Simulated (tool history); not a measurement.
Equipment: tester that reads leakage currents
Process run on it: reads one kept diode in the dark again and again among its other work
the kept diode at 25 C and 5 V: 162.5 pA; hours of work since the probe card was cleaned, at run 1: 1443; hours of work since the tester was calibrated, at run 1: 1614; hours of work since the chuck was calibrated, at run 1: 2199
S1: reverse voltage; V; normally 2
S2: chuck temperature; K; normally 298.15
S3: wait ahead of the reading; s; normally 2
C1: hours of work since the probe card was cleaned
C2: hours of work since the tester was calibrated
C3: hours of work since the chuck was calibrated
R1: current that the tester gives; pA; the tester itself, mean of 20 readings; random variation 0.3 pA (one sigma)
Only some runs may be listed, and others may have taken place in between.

run      day     S1      S2    S3    C1    C2    C3       R1
  1        0      2  298.15     2  1443  1614  2199    93.64
  2    7.425      2  298.15     2  1581  1752  2337    93.45
       9.021  -- chuck's temperature calibrated
  3   14.838      2  298.15     2  1717  1889   108   100.71
  4   20.188      2  298.15     2  1817  1988   208   100.82
  5   25.375      2  298.15     2  1913  2085   304   100.48
  6   35.262      2  298.15     2  2097  2269   488    99.83
  7    45.25   5.64  298.15     2  2283  2454   674   180.01
  8     53.9   5.64  298.15     2  2444  2615   835   178.93
  9   58.392      2  298.15  2.33  2527  2699   919    98.28
 10   66.796      2  298.15  2.33  2684  2855  1075    98.12
 11    72.45      2  298.15  2.33  2789  2961  1180    98.36
 12   81.871      2  298.15  2.33  2964  3136  1355    97.43
 13   91.279      2  298.15  2.78  3139  3311  1531    97.12
 14    100.9      2  330.15     2  3318  3490  1709   955.56
     104.446  -- probe card cleaned and baked
 15  105.354      2  330.15     2    17  3571  1790   946.33
 16  115.562  10.33  299.15     2   207  3760  1980   240.08
 17    122.4   1.28  311.15   6.1   334  3888  2107   192.68
 18  132.625   7.15  305.15  0.79   524  4078  2297   313.21
      136.05  -- chuck's temperature calibrated
 19  142.029   7.15  305.15  0.79   698  4251   111    345.4
 20   149.45   7.15  305.15  0.79   836  4389   249   343.29
 21  154.642      2  295.15  1.44   932  4486   346    78.18
 22  160.629  13.18  299.15     2  1044  4597   457    303.7
 23   168.55   5.95  300.15  2.37  1191  4745   605   209.41
 24  175.004   3.38  313.15  0.54  1311  4865   725   407.07
 25    182.2   5.02  333.15  0.54  1445  4999   859  1976.18
     182.717  -- tester calibrated
 26  188.496   5.02  333.15  0.54  1561   108   974  2007.31
 27  196.183   1.29  301.15  2.74  1704   251  1117    97.68
 28   205.15   1.29  301.15  2.74  1871   417  1284    96.79
 29   210.35   5.83  298.15   0.9  1967   514  1381   179.01
 30    214.9  12.31  327.15  0.88  2052   599  1466  2160.59

Here are 5 independent what-if runs from the current tool condition. What would each one return?
  A  222.4  14.29  299.15  1.11  2192  738  1605   ?
  B  222.4  12.31  324.15  0.88  2192  738  1605   ?
  C  222.4      2  303.15     2  2192  738  1605   ?
  D  222.4  12.31  308.15  0.88  2192  738  1605   ?
  E  222.4   1.58  312.15  2.69  2192  738  1605   ?

run       R1
  A    324.2
  B  1766.36
  C   142.09
  D   574.29
  E   246.44
What these runs would have given with no unlogged condition in the tool:
run       R1
  A   316.51
  B  1843.15
  C   147.37
  D   585.47
  E   258.55

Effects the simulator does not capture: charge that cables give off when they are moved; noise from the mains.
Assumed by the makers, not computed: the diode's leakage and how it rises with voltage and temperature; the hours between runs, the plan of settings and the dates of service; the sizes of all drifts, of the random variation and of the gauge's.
